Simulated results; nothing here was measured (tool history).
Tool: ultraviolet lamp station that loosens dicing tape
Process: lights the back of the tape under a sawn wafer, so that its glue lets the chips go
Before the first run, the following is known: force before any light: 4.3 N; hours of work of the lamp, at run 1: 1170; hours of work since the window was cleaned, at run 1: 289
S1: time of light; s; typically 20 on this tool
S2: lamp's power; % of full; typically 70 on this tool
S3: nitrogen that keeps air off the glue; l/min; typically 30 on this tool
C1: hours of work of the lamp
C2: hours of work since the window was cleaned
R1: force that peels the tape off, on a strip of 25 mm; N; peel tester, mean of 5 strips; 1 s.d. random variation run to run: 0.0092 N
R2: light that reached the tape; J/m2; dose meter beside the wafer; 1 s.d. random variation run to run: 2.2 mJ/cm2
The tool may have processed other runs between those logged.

run	hour	S1	S2	S3	C1	C2	R1	R2
1	0	20	70	30	1170	289	0.625	1530
2	19.2	20	70	30	1184	304	0.624	1510
3	40.9	20	70	30	1201	320	0.673	1480
4	66.1	20	70	30	1220	339	0.627	1500
5	88.7	20	70	30	1237	356	0.658	1470
6	106.2	20	74	30	1250	370	0.584	1560
7	127.1	20	70	30	1266	385	0.681	1490
8	155.2	20	70	30	1287	407	0.664	1500
9	197.6	20	70	30	1319	439	0.721	1440
10	227.2	20	66	30	1342	461	0.791	1370
11	248.5	34	70	30	1358	477	0.241	2420

What does the tool deliver on the next run?
12	267.3	34	70	30	1372	492	?	?

For run 12 the tool returned R1 0.231 N, R2 2410 J/m2.
Minus the tool's unlogged condition, the same run would have read R1 0.114 N, R2 3290 J/m2.
